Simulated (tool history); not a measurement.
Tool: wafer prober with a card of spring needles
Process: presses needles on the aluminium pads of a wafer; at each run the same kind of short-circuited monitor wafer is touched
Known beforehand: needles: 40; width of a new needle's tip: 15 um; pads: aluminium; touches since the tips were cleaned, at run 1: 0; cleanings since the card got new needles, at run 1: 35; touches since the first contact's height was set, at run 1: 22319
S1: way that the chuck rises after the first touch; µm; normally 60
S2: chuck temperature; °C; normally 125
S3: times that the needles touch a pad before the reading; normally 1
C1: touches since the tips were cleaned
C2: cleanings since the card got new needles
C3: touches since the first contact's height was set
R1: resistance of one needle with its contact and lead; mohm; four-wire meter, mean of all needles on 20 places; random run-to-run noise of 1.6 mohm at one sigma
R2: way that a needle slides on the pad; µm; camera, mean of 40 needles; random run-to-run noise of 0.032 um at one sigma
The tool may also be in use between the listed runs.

run   hour  S1   S2  S3    C1   C2     C3   R1     R2
  1    0.0  60  125   1     0   35  22319  164   8.73
       4.4  -- tips cleaned on abrasive film
       8.9  -- tips cleaned on abrasive film
      13.3  -- tips cleaned on abrasive film
      17.7  -- tips cleaned on abrasive film
      22.2  -- tips cleaned on abrasive film
      25.8  -- tips cleaned on abrasive film
      30.2  -- tips cleaned on abrasive film
  2   31.4  60  125   1   870   42  44208  214   8.63
      34.1  -- tips cleaned on abrasive film
      38.6  -- tips cleaned on abrasive film
      42.1  -- tips cleaned on abrasive film
      46.2  -- tips cleaned on abrasive film
  3   46.2  60  125   1     0   46  54452  167   8.58
      50.6  -- tips cleaned on abrasive film
      55.1  -- tips cleaned on abrasive film
      58.6  -- tips cleaned on abrasive film
      63.1  -- tips cleaned on abrasive film
  4   63.6  60   51   1   346   50  66546  174   8.52
      67.1  -- tips cleaned on abrasive film
      71.6  -- tips cleaned on abrasive film
      75.1  -- tips cleaned on abrasive film
      79.6  -- tips cleaned on abrasive film
  5   80.1  60   51   1   352   54  78027  179   8.54
      83.7  -- tips cleaned on abrasive film
      84.8  -- height of the first contact set anew
      87.5  -- tips cleaned on abrasive film
      92.0  -- tips cleaned on abrasive film
  6   94.4  60   51   1  1704   57   6651  241   8.91
      96.2  -- tips cleaned on abrasive film
     100.6  -- tips cleaned on abrasive film
     105.1  -- tips cleaned on abrasive film
     109.5  -- tips cleaned on abrasive film
     113.1  -- tips cleaned on abrasive film
     117.5  -- tips cleaned on abrasive film
     122.0  -- tips cleaned on abrasive film
  7  123.2  60  125   2   882   64  26701  195   8.80
     125.9  -- tips cleaned on abrasive film
     129.5  -- tips cleaned on abrasive film
     133.9  -- tips cleaned on abrasive film
     137.5  -- tips cleaned on abrasive film
     141.9  -- tips cleaned on abrasive film
     146.4  -- tips cleaned on abrasive film
     150.8  -- tips cleaned on abrasive film
  8  153.0  60  125   2  1600   71  47470  210   8.73
     154.9  -- tips cleaned on abrasive film
     158.4  -- tips cleaned on abrasive film
     162.9  -- tips cleaned on abrasive film
     166.5  -- tips cleaned on abrasive film
     170.0  -- tips cleaned on abrasive film
     174.5  -- tips cleaned on abrasive film
  9  177.2  60  125   2  1944   77  64253  213   8.56
     178.2  -- tips cleaned on abrasive film
     181.7  -- tips cleaned on abrasive film
     186.2  -- tips cleaned on abrasive film
     189.7  -- tips cleaned on abrasive film
     194.2  -- tips cleaned on abrasive film
 10  194.2  78  125   1    12   82  76012  158  11.24
     198.6  -- tips cleaned on abrasive film
     201.5  -- height of the first contact set anew
     203.3  -- tips cleaned on abrasive film
     206.9  -- tips cleaned on abrasive film
 11  208.8  78   34   1  1329   85   5039  194  11.59
     210.6  -- tips cleaned on abrasive film
     215.0  -- tips cleaned on abrasive film
     219.5  -- tips cleaned on abrasive film
     223.0  -- tips cleaned on abrasive film
     227.5  -- tips cleaned on abrasive film
     231.9  -- tips cleaned on abrasive film
     236.4  -- tips cleaned on abrasive film
 12  239.6  78   34   1  2341   92  26543  213  11.49
     240.6  -- tips cleaned on abrasive film
     245.0  -- tips cleaned on abrasive film
     249.5  -- tips cleaned on abrasive film
     253.1  -- tips cleaned on abrasive film
     257.5  -- tips cleaned on abrasive film
 13  258.1  67   40   1   394   97  39305  168   9.71
     261.6  -- tips cleaned on abrasive film
     265.2  -- tips cleaned on abrasive film
     269.6  -- tips cleaned on abrasive film
     274.1  -- tips cleaned on abrasive film
     278.5  -- tips cleaned on abrasive film
     282.9  -- tips cleaned on abrasive film
     287.4  -- tips cleaned on abrasive film
     291.2  -- tips cleaned on abrasive film
 14  291.2  60   83   1     0  105  62367  164   8.57
     295.7  -- tips cleaned on abrasive film
     300.1  -- tips cleaned on abrasive film
     304.5  -- tips cleaned on abrasive film
     308.1  -- tips cleaned on abrasive film
     312.5  -- tips cleaned on abrasive film
 15  313.5  60   83   1   652  110  77858  213   8.51
     316.2  -- tips cleaned on abrasive film
     318.2  -- height of the first contact set anew
     320.9  -- tips cleaned on abrasive film
     325.3  -- tips cleaned on abrasive film
     329.8  -- tips cleaned on abrasive film
     333.9  -- tips cleaned on abrasive film
 16  333.9  60   83   2     0  115  10870  156   8.81
     338.3  -- tips cleaned on abrasive film
     341.9  -- tips cleaned on abrasive film
     346.3  -- tips cleaned on abrasive film
     349.9  -- tips cleaned on abrasive film
     354.3  -- tips cleaned on abrasive film
     358.8  -- tips cleaned on abrasive film
     362.6  -- tips cleaned on abrasive film
 17  362.6  64  125   1     0  122  30882  168   9.32
     366.2  -- tips cleaned on abrasive film
     370.7  -- tips cleaned on abrasive film
     374.2  -- tips cleaned on abrasive film
     378.7  -- tips cleaned on abrasive film
 18  382.1  65   93   1  2418  126  44431  272   9.39
     383.0  -- tips cleaned on abrasive film
     387.5  -- tips cleaned on abrasive film
     391.0  -- tips cleaned on abrasive film
     395.5  -- tips cleaned on abrasive film
     399.0  -- tips cleaned on abrasive film
     403.5  -- tips cleaned on abrasive film
     407.1  -- tips cleaned on abrasive film
     411.5  -- tips cleaned on abrasive film
 19  412.9  51   43   1  1004  134  65840  287   7.20
     415.6  -- tips cleaned on abrasive film
     420.0  -- tips cleaned on abrasive film
     423.6  -- tips cleaned on abrasive film
     428.1  -- tips cleaned on abrasive film
     432.5  -- tips cleaned on abrasive film
 20  432.9  61   75   1   317  139  79760  192   8.65
     435.0  -- height of the first contact set anew
     436.8  -- tips cleaned on abrasive film
     441.2  -- tips cleaned on abrasive film
     445.7  -- tips cleaned on abrasive film
     450.1  -- tips cleaned on abrasive film
     454.6  -- tips cleaned on abrasive film
 21  455.1  49   25   2   381  144  13985  184   7.20
     458.7  -- tips cleaned on abrasive film
     463.1  -- tips cleaned on abrasive film
     467.5  -- tips cleaned on abrasive film
     472.0  -- tips cleaned on abrasive film
     476.4  -- tips cleaned on abrasive film
     480.0  -- tips cleaned on abrasive film
     484.4  -- tips cleaned on abrasive film
 22  484.8  60   51   3   295  151  34684  164   8.72
     488.4  -- tips cleaned on abrasive film
     492.9  -- tips cleaned on abrasive film
     497.3  -- tips cleaned on abrasive film
     501.7  -- tips cleaned on abrasive film
     506.2  -- tips cleaned on abrasive film
     510.6  -- tips cleaned on abrasive film
     515.1  -- tips cleaned on abrasive film
 23  517.8  60  125   2  1967  158  57676  238   8.66
     518.8  -- tips cleaned on abrasive film
     522.4  -- tips cleaned on abrasive film
     526.8  -- tips cleaned on abrasive film
     531.2  -- tips cleaned on abrasive film
     535.7  -- tips cleaned on abrasive film
     539.2  -- tips cleaned on abrasive film
     543.7  -- tips cleaned on abrasive film
 24  545.8  45   28   2  1529  165  77138  298   6.38

Each row is a separate what-if for the run after 24, all from the same tool condition, not one after another. Results?
     547.7  -- tips cleaned on abrasive film
     551.4  -- height of the first contact set anew
     552.4  -- tips cleaned on abrasive film
     556.8  -- tips cleaned on abrasive film
     560.4  -- tips cleaned on abrasive film
  A  561.6  66  104   2  877  169  7061   ?   ?
     547.7  -- tips cleaned on abrasive film
     551.4  -- height of the first contact set anew
     552.4  -- tips cleaned on abrasive film
     556.8  -- tips cleaned on abrasive film
     560.4  -- tips cleaned on abrasive film
  B  561.6  47   56   1  877  169  7061   ?   ?
     547.7  -- tips cleaned on abrasive film
     551.4  -- height of the first contact set anew
     552.4  -- tips cleaned on abrasive film
     556.8  -- tips cleaned on abrasive film
     560.4  -- tips cleaned on abrasive film
  C  561.6  45   34   2  877  169  7061   ?   ?

run   R1    R2
  A  193  9.75
  B  285  6.96
  C  241  6.60
The same runs, with their run-to-run variation unchanged, on a tool lacking any hidden condition would have given:
run   R1    R2
  A  148  9.78
  B  148  7.00
  C  146  6.63

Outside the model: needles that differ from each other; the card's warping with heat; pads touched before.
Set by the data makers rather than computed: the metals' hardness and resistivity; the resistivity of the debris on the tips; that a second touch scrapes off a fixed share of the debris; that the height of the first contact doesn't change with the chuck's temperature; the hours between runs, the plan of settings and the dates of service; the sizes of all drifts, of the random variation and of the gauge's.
